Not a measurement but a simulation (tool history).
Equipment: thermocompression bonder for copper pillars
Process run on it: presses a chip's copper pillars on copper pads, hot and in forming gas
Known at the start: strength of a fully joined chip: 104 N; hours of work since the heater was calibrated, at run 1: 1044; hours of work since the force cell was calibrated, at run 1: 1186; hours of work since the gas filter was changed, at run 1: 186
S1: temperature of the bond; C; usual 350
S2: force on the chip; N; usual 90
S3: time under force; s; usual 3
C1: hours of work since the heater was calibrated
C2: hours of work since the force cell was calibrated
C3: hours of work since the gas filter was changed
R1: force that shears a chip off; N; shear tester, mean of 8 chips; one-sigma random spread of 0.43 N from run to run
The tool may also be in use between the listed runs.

run,day,S1,S2,S3,C1,C2,C3,R1
1,0,350,90,3,1044,1186,186,60.2
2,3.525,350,90,3,1095,1237,237,58.8
3,6.008,350,90,3,1131,1273,273,58.3
4,8.896,350,90,3,1173,1315,315,57.6
5,11.217,350,90,3,1207,1349,349,57.1
6,13.692,350,71,3,1243,1385,385,50.1
# day 16.967: forming gas filter changed
7,17.312,350,71,3,1295,1437,5,55.4
8,19.733,350,71,3,1330,1473,40,55
9,23.358,374,71,3,1383,1525,93,63.4
10,25.308,374,71,3,1412,1554,121,63
11,27.325,350,90,3,1441,1583,151,59.3
# day 28.796: force cell calibrated
12,29.433,350,90,3,1471,9,181,57.8
13,32.796,350,90,3,1520,58,229,57.2
14,34.933,350,90,3,1551,89,261,57.1
15,37.329,350,90,3,1586,124,295,56.2
16,39.204,350,90,3,1613,152,323,56.3
17,41.538,350,73,3,1647,185,357,49.3
18,43.308,350,73,5,1673,211,382,57.9
19,45.021,350,90,6,1698,236,407,66.3
# day 46.696: forming gas filter changed
20,47.142,350,90,6,1728,267,7,74.8
21,48.833,375,123,7,1753,291,31,90.9
# day 50.671: heater calibrated with a thermocouple chip
22,50.808,359,70,3,2,319,59,59.3
23,53.646,350,90,2,43,360,100,55.1
24,55.446,360,98,2,69,386,126,60.8
25,58.854,335,98,2,119,436,176,49.8
26,61.825,333,72,2,162,479,219,40.3
27,64.554,333,72,2,202,519,259,41.1
28,67.367,348,94,2,243,560,300,52.8
29,70.375,367,74,3,287,604,343,58.3
30,73.633,354,107,4,334,651,391,69.1
31,75.804,354,107,4,366,683,422,67.7
# day 76.688: forming gas filter changed
32,77.983,327,69,3,397,714,19,46.1
33,79.983,327,69,3,426,743,48,46.6
34,82.667,327,69,3,465,782,87,45.2
35,86.117,327,69,3,516,832,137,44
36,89.246,356,71,2,561,878,183,49.3
37,91.608,333,110,8,595,912,217,75.9
38,94.138,356,62,8,632,949,254,68.2
39,96.871,356,62,8,672,989,294,66.8

4 ways to go on from here, each from the tool as it stands after run 39. What would each give?
A,100.258,329,90,5,721,1038,343,?
B,100.258,356,62,5,721,1038,343,?
C,100.258,352,60,3,721,1038,343,?
D,100.258,333,127,7,721,1038,343,?

run,R1
A,58.6
B,57.4
C,46.9
D,74.7
Without the tool's unlogged condition, the same runs would have read:
run,R1
A,65.4
B,63.9
C,52.4
D,83
